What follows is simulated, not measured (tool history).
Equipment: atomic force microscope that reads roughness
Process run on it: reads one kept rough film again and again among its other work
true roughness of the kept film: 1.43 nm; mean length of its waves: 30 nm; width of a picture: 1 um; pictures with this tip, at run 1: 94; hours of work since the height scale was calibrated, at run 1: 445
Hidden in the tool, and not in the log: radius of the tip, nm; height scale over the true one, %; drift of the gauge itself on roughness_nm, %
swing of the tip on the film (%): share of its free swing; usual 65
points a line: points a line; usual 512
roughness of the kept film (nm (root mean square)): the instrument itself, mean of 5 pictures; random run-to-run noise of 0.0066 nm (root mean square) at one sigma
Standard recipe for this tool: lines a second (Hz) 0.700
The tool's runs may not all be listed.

| run | day | lines a second (Hz) | swing of the tip on the film (%) | points a line | pictures with this tip | hours of work since the height scale was calibrated | roughness of the kept film (nm (root mean square)) |
|---|---|---|---|---|---|---|---|
| 1 | 0.000 | 0.700 | 65 | 512 | 94 | 445 | 1.154 |
|  | 1.117 | new tip fitted |
| 2 | 1.117 | 0.700 | 65 | 512 | 0 | 456 | 1.315 |
| 3 | 2.229 | 3.427 | 65 | 512 | 27 | 467 | 1.157 |
| 4 | 3.096 | 0.700 | 57 | 512 | 48 | 475 | 1.210 |
| 5 | 4.567 | 0.700 | 57 | 512 | 84 | 490 | 1.179 |
| 6 | 5.396 | 0.700 | 57 | 512 | 104 | 498 | 1.143 |
|  | 6.242 | new tip fitted |
| 7 | 6.846 | 0.700 | 57 | 512 | 15 | 512 | 1.287 |
| 8 | 8.579 | 0.700 | 57 | 512 | 57 | 529 | 1.211 |
| 9 | 9.633 | 0.700 | 80 | 475 | 83 | 540 | 1.134 |
|  | 9.800 | height scale calibrated on a step standard |
| 10 | 10.962 | 0.700 | 80 | 475 | 115 | 11 | 1.083 |
|  | 11.275 | new tip fitted |
| 11 | 12.292 | 1.303 | 70 | 782 | 24 | 24 | 1.224 |
| 12 | 13.179 | 0.566 | 69 | 563 | 46 | 33 | 1.229 |
| 13 | 15.138 | 0.601 | 77 | 389 | 94 | 53 | 1.120 |
|  | 15.846 | height scale calibrated on a step standard, once more |
|  | 16.417 | new tip fitted |
| 14 | 17.033 | 0.769 | 77 | 724 | 15 | 12 | 1.266 |
| 15 | 18.638 | 0.680 | 77 | 261 | 54 | 27 | 1.190 |

Run by run, hidden condition taken away, random variation retained:
| run | roughness of the kept film (nm (root mean square)) |
|---|---|
| 1 | 1.316 |
| 2 | 1.322 |
| 3 | 1.211 |
| 4 | 1.302 |
| 5 | 1.324 |
| 6 | 1.321 |
| 7 | 1.325 |
| 8 | 1.326 |
| 9 | 1.287 |
| 10 | 1.279 |
| 11 | 1.276 |
| 12 | 1.316 |
| 13 | 1.281 |
| 14 | 1.289 |
| 15 | 1.275 |
